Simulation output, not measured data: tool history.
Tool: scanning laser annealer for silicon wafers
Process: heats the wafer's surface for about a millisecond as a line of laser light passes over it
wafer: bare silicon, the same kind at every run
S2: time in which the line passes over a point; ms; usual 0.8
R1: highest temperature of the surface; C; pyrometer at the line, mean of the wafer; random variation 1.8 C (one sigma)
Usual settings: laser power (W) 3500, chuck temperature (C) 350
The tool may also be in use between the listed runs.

Run 1, day 0: usual settings. Result: R1 1036 C.
Run 2, day 0.425: usual settings. Result: R1 1039 C.
Run 3, day 1.062: usual settings. Result: R1 1033 C.
Run 4, day 1.388: usual settings. Result: R1 1036 C.
Run 5, day 1.758: usual settings but chuck temperature (C) 375. Result: R1 1064 C.
Run 6, day 2.046: usual settings but chuck temperature (C) 375. Result: R1 1062 C.
Run 7, day 2.467: usual settings but laser power (W) 3791, S2 0.678 ms, chuck temperature (C) 347. Result: R1 1046 C.
Run 8, day 2.746: usual settings but S2 0.859 ms, chuck temperature (C) 363. Result: R1 1074 C.
At day 2.917: laser's power meter calibrated.
Run 9, day 3.371: usual settings but laser power (W) 3286. Result: R1 982 C.
Run 10, day 3.783: usual settings but laser power (W) 3286, S2 0.766 ms, chuck temperature (C) 365. Result: R1 984 C.
At day 4.075: laser's power meter calibrated, once more.
Run 11, day 4.454: usual settings but laser power (W) 3286, S2 0.766 ms, chuck temperature (C) 365. Result: R1 981 C.
Run 12, day 4.883: usual settings but laser power (W) 3549. Result: R1 1046 C.

4 ways to go on from here, each from the tool as it stands after run 12. What would each give?
Run A, day 5.204: usual settings but S2 0.639 ms. Result: R1 ?.
Run B, day 5.204: usual settings but laser power (W) 3399, S2 0.765 ms. Result: R1 ?.
Run C, day 5.204: usual settings but laser power (W) 3354, S2 0.603 ms. Result: R1 ?.
Run D, day 5.204: usual settings but laser power (W) 3067, S2 0.577 ms, chuck temperature (C) 311. Result: R1 ?.

run   R1
  A  959
  B  990
  C  911
  D  799
Without the tool's hidden state the same runs would have given:
run    R1
  A   992
  B  1025
  C   941
  D   826

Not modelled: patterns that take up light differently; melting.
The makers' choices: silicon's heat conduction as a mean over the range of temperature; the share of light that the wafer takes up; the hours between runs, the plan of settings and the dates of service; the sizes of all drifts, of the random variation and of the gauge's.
